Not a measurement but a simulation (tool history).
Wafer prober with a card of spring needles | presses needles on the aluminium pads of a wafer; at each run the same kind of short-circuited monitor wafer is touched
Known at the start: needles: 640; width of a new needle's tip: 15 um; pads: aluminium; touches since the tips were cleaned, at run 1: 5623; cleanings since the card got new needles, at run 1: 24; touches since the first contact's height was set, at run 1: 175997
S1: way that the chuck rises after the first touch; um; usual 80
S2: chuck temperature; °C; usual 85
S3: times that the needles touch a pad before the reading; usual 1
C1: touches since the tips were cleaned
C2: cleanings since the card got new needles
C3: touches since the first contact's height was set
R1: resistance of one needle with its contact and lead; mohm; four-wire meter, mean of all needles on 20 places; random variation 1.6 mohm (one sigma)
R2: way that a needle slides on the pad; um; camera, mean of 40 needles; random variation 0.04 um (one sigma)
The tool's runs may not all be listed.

run	hour	S1	S2	S3	C1	C2	C3	R1	R2
1	0	80	85	1	5623	24	175997	156	14.69
# hour 2.3: tips cleaned on abrasive film
2	11.9	80	85	1	3821	25	180677	155	14.72
# hour 18.6: tips cleaned on abrasive film
3	19.5	80	85	1	391	26	183654	154	14.69
# hour 27.3: height of the first contact set anew
4	32.9	80	85	1	5572	26	2224	156	14.66
# hour 35: tips cleaned on abrasive film
5	39.7	80	85	1	1850	27	4843	156	14.63
6	47.9	80	85	1	5132	27	8125	155	14.66
# hour 51.3: tips cleaned on abrasive film
7	60.5	80	85	1	3641	28	13068	156	14.63
# hour 67.4: tips cleaned on abrasive film
8	69.4	62	85	1	806	29	16541	160	11.35
9	78.3	62	85	1	4347	29	20082	159	11.31
# hour 84: tips cleaned on abrasive film
10	90.8	62	85	1	2662	30	24957	156	11.32
# hour 100: tips cleaned on abrasive film
11	100	62	85	1	0	31	28571	158	11.33
12	112.1	99	36	1	4797	31	33368	146	18.08
# hour 116: tips cleaned on abrasive film
13	122.8	99	36	1	2680	32	37551	147	18.03
# hour 132.6: tips cleaned on abrasive film
14	132.8	61	49	1	89	33	41485	154	11.08
15	140.2	61	49	1	3029	33	44425	152	11.12
# hour 149.3: tips cleaned on abrasive film
16	153.2	71	39	2	1559	34	49519	151	12.93
17	160.9	71	39	2	4610	34	52570	150	12.9
# hour 165.3: tips cleaned on abrasive film
18	169.9	86	85	2	1854	35	56095	154	15.65
19	175.9	86	85	2	4225	35	58466	156	15.63
# hour 182.2: tips cleaned on abrasive film
20	187.5	67	63	2	2125	36	63019	154	12.14

Some steps in R2 between neighbouring runs. How much of each would the tool show without its hidden state too (settings, what came in, random variation), and how much is left for the hidden state, with any gauge scatter that isn't in both results?
The hidden state here: debris on the tips, nm; way that the needles fall short of the set height, um; tips' diameter, um; drift of the gauge itself on contact_mohm, %; drift of the gauge itself on scrub_um, %.
Run 11 -> 12: S1 62 -> 99, S2 85 -> 36. R2 +6.75 um: hidden state -0.06, all else +6.81.
Run 13 -> 14: S1 99 -> 61, S2 36 -> 49, tips cleaned on abrasive film. R2 -6.95 um: hidden state +0.05, all else -7.
